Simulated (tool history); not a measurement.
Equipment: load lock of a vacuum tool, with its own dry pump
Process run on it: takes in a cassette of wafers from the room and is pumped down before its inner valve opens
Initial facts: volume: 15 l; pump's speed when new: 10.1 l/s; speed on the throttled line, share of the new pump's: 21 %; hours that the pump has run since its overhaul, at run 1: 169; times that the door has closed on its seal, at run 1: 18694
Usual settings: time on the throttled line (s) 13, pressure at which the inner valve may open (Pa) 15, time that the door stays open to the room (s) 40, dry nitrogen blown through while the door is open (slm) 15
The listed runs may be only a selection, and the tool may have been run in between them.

run,hour,time on the throttled line (s),pressure at which the inner valve may open (Pa),time that the door stays open to the room (s),dry nitrogen blown through while the door is open (slm),hours that the pump has run since its overhaul,times that the door has closed on its seal,"incoming humidity of the room's air, %",time from the closed door until the inner valve may open (s),rise of the pressure with all valves shut (Pa/min)
1,0.0,13,15,40,15,169,18694,45.6,23.2,0.111
2,133.3,13,15,40,15,302,19035,44.6,23.8,0.106
3,264.6,13,15,40,15,433,19371,45.5,23.6,0.121
4,390.5,13,15,40,15,559,19693,49.5,23.4,0.120
5,460.8,13,15,43,15,630,19872,43.8,23.8,0.116
6,528.5,13,15,40,15,697,20045,47.1,23.4,0.118
7,591.9,13,15,40,5,761,20207,49.0,23.5,0.136
8,720.7,13,15,40,5,889,20536,44.0,23.4,0.130
9,857.1,13,15,40,15,1026,20885,46.0,23.1,0.122
10,965.1,13,15,40,5,1134,21161,50.4,23.6,0.140
11,1106.2,13,17,40,15,1275,21521,44.7,23.4,0.113
12,1254.1,13,17,40,15,1423,21899,45.9,23.2,0.126
13,1370.0,13,17,40,15,1539,22196,41.4,23.5,0.116
14,1464.3,13,15,40,15,1633,22437,46.3,23.6,0.122
15,1529.8,11,15,40,15,1699,22604,44.2,21.6,0.122
16,1666.2,13,15,40,15,1835,22953,45.5,23.3,0.122
17,1801.2,13,15,40,15,1970,23298,45.8,23.8,0.129
18,1943.8,13,15,40,15,2113,23662,44.1,24.0,0.125
19,2036.5,13,15,40,15,2205,23899,41.5,23.6,0.119
20,2168.8,6,17,62,6,2338,24237,44.5,17.9,0.155
21,2238.2,20,17,62,21,2407,24414,40.2,29.1,0.122
22,2317.7,20,17,62,21,2486,24617,46.5,28.9,0.134
23,2455.3,13,25,101,15,2624,24969,47.0,22.5,0.166
24,2567.4,13,15,81,5,2736,25256,45.3,23.8,0.178
25,2633.3,13,15,81,5,2802,25424,47.4,23.7,0.177
26,2738.9,13,15,81,5,2908,25694,46.8,23.6,0.188
27,2853.5,13,15,40,13,3022,25987,43.3,24.0,0.133
28,2983.7,13,15,40,13,3152,26320,45.4,24.0,0.131
29,3126.7,6,15,172,15,3295,26685,45.1,18.2,0.193
30,3262.2,13,25,40,5,3431,27031,44.6,23.0,0.152
31,3359.6,13,25,40,5,3528,27280,43.6,22.5,0.150
32,3495.3,10,24,26,31,3664,27627,45.4,20.3,0.108
33,3597.7,10,24,26,31,3766,27889,40.6,20.8,0.105
34,3725.8,20,14,40,24,3895,28216,42.8,29.3,0.126
35,3815.3,13,15,40,11,3984,28445,47.4,23.7,0.148

Each row is a separate what-if for the run after 35, all from the same tool condition, not one after another. Results?
A,3940.8,13,11,40,15,4110,28766,41.6,?,?
B,3940.8,8,15,79,15,4110,28766,49.0,?,?
C,3940.8,13,15,52,15,4110,28766,43.4,?,?
D,3940.8,13,15,40,17,4110,28766,48.3,?,?

run,time from the closed door until the inner valve may open (s),rise of the pressure with all valves shut (Pa/min)
A,24.1,0.133
B,20.0,0.172
C,23.9,0.147
D,23.7,0.146
Had the tool no hidden state, the same runs would have come out as:
run,time from the closed door until the inner valve may open (s),rise of the pressure with all valves shut (Pa/min)
A,23.7,0.072
B,19.6,0.111
C,23.5,0.086
D,23.3,0.084
